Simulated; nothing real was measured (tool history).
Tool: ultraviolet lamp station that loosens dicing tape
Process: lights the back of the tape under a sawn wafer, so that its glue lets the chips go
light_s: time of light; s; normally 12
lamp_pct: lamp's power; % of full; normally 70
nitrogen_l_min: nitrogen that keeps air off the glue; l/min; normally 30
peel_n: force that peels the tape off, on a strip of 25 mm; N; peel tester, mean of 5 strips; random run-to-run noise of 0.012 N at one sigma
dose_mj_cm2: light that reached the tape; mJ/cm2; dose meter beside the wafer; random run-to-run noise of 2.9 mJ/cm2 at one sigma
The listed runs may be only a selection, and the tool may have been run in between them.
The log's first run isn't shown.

{"run": 2, "hour": 20.2, "light_s": 12, "lamp_pct": 70, "nitrogen_l_min": 30, "peel_n": 0.657, "dose_mj_cm2": 407}
{"run": 3, "hour": 36.4, "light_s": 12, "lamp_pct": 70, "nitrogen_l_min": 30, "peel_n": 0.689, "dose_mj_cm2": 406}
{"run": 4, "hour": 51.7, "light_s": 12, "lamp_pct": 70, "nitrogen_l_min": 20, "peel_n": 0.9, "dose_mj_cm2": 396}
{"run": 5, "hour": 62.9, "light_s": 12, "lamp_pct": 70, "nitrogen_l_min": 20, "peel_n": 0.922, "dose_mj_cm2": 400}
{"run": 6, "hour": 74.1, "light_s": 12, "lamp_pct": 70, "nitrogen_l_min": 22, "peel_n": 0.873, "dose_mj_cm2": 401}
{"run": 7, "hour": 83.4, "light_s": 12, "lamp_pct": 70, "nitrogen_l_min": 22, "peel_n": 0.864, "dose_mj_cm2": 398}
{"run": 8, "hour": 101.6, "light_s": 12, "lamp_pct": 67, "nitrogen_l_min": 30, "peel_n": 0.771, "dose_mj_cm2": 382}
{"run": 9, "hour": 111.5, "light_s": 12, "lamp_pct": 67, "nitrogen_l_min": 30, "peel_n": 0.765, "dose_mj_cm2": 386}
{"run": 10, "hour": 123.0, "light_s": 12, "lamp_pct": 70, "nitrogen_l_min": 30, "peel_n": 0.702, "dose_mj_cm2": 394}
{"run": 11, "hour": 138.5, "light_s": 12, "lamp_pct": 94, "nitrogen_l_min": 30, "peel_n": 0.319, "dose_mj_cm2": 530}
{"run": 12, "hour": 156.0, "light_s": 12, "lamp_pct": 94, "nitrogen_l_min": 30, "peel_n": 0.33, "dose_mj_cm2": 527}
{"run": 13, "hour": 174.6, "light_s": 12, "lamp_pct": 94, "nitrogen_l_min": 40, "peel_n": 0.258, "dose_mj_cm2": 530}
{"run": 14, "hour": 193.0, "light_s": 12, "lamp_pct": 62, "nitrogen_l_min": 30, "peel_n": 0.994, "dose_mj_cm2": 352}
{"run": 15, "hour": 211.0, "light_s": 12, "lamp_pct": 62, "nitrogen_l_min": 30, "peel_n": 0.982, "dose_mj_cm2": 347}
{"run": 16, "hour": 222.4, "light_s": 12, "lamp_pct": 70, "nitrogen_l_min": 30, "peel_n": 0.712, "dose_mj_cm2": 388}
{"run": 17, "hour": 231.8, "light_s": 21, "lamp_pct": 70, "nitrogen_l_min": 30, "peel_n": 0.175, "dose_mj_cm2": 674}
{"run": 18, "hour": 243.1, "light_s": 12, "lamp_pct": 70, "nitrogen_l_min": 30, "peel_n": 0.725, "dose_mj_cm2": 389}
{"run": 19, "hour": 252.1, "light_s": 12, "lamp_pct": 70, "nitrogen_l_min": 30, "peel_n": 0.725, "dose_mj_cm2": 385}
{"run": 20, "hour": 273.6, "light_s": 12, "lamp_pct": 70, "nitrogen_l_min": 30, "peel_n": 0.744, "dose_mj_cm2": 390}
{"run": 21, "hour": 293.5, "light_s": 12, "lamp_pct": 90, "nitrogen_l_min": 30, "peel_n": 0.37, "dose_mj_cm2": 486}
{"run": 22, "hour": 304.8, "light_s": 12, "lamp_pct": 73, "nitrogen_l_min": 30, "peel_n": 0.658, "dose_mj_cm2": 400}
{"run": 23, "hour": 321.6, "light_s": 12, "lamp_pct": 76, "nitrogen_l_min": 19, "peel_n": 0.896, "dose_mj_cm2": 411}

The next listed run, before its measurement:
{"run": 24, "hour": 338.7, "light_s": 12, "lamp_pct": 98, "nitrogen_l_min": 42, "peel_n": "?", "dose_mj_cm2": "?"}

Run 24 yielded peel_n 0.250 N, dose_mj_cm2 535 mJ/cm2.
The same run, on a tool lacking any hidden state, would have yielded peel_n 0.189 N, dose_mj_cm2 603 mJ/cm2.

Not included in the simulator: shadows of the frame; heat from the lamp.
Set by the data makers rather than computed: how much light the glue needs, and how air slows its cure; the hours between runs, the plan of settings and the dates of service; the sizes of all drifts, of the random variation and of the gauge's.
